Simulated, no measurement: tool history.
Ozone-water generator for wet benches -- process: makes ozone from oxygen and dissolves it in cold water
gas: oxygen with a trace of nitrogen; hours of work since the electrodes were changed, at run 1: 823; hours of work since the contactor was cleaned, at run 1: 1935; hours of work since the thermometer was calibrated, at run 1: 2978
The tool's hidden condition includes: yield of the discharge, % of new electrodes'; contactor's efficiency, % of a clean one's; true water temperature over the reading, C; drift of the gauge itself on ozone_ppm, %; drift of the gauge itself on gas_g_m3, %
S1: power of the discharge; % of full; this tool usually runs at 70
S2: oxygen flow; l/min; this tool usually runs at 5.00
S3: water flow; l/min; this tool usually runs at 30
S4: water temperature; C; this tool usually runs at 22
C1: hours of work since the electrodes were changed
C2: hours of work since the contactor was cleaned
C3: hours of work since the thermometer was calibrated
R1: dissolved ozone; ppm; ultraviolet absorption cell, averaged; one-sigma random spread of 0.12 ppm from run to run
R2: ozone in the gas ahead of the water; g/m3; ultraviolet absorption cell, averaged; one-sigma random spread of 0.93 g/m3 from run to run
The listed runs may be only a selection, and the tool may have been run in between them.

run     day  S1    S2  S3  S4    C1    C2    C3    R1     R2
  1   0.000  70  5.00  30  22   823  1935  2978   9.8  154.0
  2   1.250  70  5.00  30  22   841  1953  2996   9.8  154.0
  3   2.996  70  5.00  30  22   867  1978  3021   9.9  154.1
  4   4.212  70  7.97  30  22   884  1996  3039  10.3  127.9
  5   5.542  70  7.97  30  30   904  2015  3058   9.3  127.0
  6   6.471  70  7.97  30  30   917  2029  3072   9.1  128.1
  7   7.488  55  5.00  30  22   932  2043  3086   8.6  135.4
  8   9.183  70  5.00  30  22   956  2068  3111   9.9  153.3
  9  10.517  70  5.00  43  22   976  2087  3130   6.6  153.7
 10  11.596  84  5.00  30  22   991  2103  3146  10.8  169.7
 11  13.058  84  5.00  30  22  1012  2124  3167  10.9  169.1
 12  14.317  70  5.00  30  22  1031  2142  3185   9.7  153.5
 13  15.546  70  5.00  30  22  1048  2160  3203   9.8  153.6
 14  17.154  70  5.00  30  22  1072  2183  3226   9.8  154.4
 15  18.929  70  5.00  30  22  1097  2209  3252   9.8  153.9
 16  20.046  70  6.87  30  19  1114  2225  3268  10.8  135.0
 17  21.396  46  4.32  23  28  1133  2245  3288   8.8  132.0
 18  22.333  46  4.32  23  28  1147  2258  3301   8.9  131.3
 19  24.258  70  5.61  30  22  1175  2286  3329   9.9  147.0
 20  25.446  98  4.42  40  22  1192  2303  3346   8.2  194.7
 21  27.342  93  5.00  33  22  1219  2331  3374  10.2  179.9
     27.612  -- contactor cleaned
 22  28.742  93  5.00  33  22  1237    16  3392  10.1  179.1
 23  30.054  93  4.50  33  22  1256    35  3411   9.7  188.8
 24  31.729  93  4.05  33  18  1280    60  3435   9.7  194.4
 25  33.004  54  7.07  40  14  1299    78  3454   7.0  116.7
     34.258  -- water thermometer calibrated
 26  35.029  54  7.07  40  14  1328   107    11   7.1  117.7
 27  36.200  70  5.00  30  15  1345   124    28  10.2  154.3
 28  38.021  45  5.00  42  22  1371   150    54   5.2  120.8
 29  39.021  84  5.00  22  22  1386   165    69  14.0  168.4
     39.921  -- contactor cleaned, once more
 30  40.783  84  5.00  22  22  1409    12    92  15.0  168.1

Consider 4 possible next runs. They are alternatives, not a sequence: every one starts from the tool as it was left by run 30. What does each give?
  A  41.971  78  5.00  20  26  1426  30  109   ?   ?
  B  41.971  84  6.85  22  22  1426  30  109   ?   ?
  C  41.971  84  7.87  22  22  1426  30  109   ?   ?
  D  41.971  70  6.73  19  15  1426  30  109   ?   ?

run    R1     R2
  A  14.4  162.9
  B  15.4  147.9
  C  15.6  139.8
  D  17.5  135.6
The same runs, with their run-to-run variation unchanged, on a tool lacking any hidden condition would have given:
run    R1     R2
  A  14.8  166.0
  B  15.8  150.8
  C  15.9  142.5
  D  17.8  138.1
